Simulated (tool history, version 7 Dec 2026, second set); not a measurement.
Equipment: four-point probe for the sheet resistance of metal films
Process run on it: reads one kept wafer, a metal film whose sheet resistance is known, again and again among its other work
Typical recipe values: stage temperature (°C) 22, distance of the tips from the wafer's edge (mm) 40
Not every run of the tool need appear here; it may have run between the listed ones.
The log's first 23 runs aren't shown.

run,hour,stage temperature (°C),distance of the tips from the wafer's edge (mm),touches since the probe head was changed,hours of work since the stage's thermometer was calibrated,sheet resistance as the instrument gives it (ohm/square)
24,601.0,30,68,40443,1058,0.034184
25,636.2,30,68,41155,1083,0.034210
26,667.7,30,68,41790,1105,0.034180
27,684.0,30,68,42118,1116,0.034181
28,703.8,30,68,42518,1130,0.034178
29,733.3,30,68,43113,1150,0.034190
30,762.8,22,29,43709,1171,0.033997
31,797.1,22,29,44400,1195,0.033988

Consider 5 possible next runs. They are alternatives, not a sequence: every one starts from the tool as it was left by run 31. What does each give?
A,816.2,22,5,44786,1208,?
B,816.2,22,4,44786,1208,?
C,816.2,32,19,44786,1208,?
D,816.2,22,12,44786,1208,?
E,816.2,19,74,44786,1208,?

run,sheet resistance as the instrument gives it (ohm/square)
A,0.034697
B,0.035077
C,0.034284
D,0.034097
E,0.033900
Without the tool's hidden state the same runs would have given:
run,sheet resistance as the instrument gives it (ohm/square)
A,0.034695
B,0.035075
C,0.034282
D,0.034095
E,0.033898

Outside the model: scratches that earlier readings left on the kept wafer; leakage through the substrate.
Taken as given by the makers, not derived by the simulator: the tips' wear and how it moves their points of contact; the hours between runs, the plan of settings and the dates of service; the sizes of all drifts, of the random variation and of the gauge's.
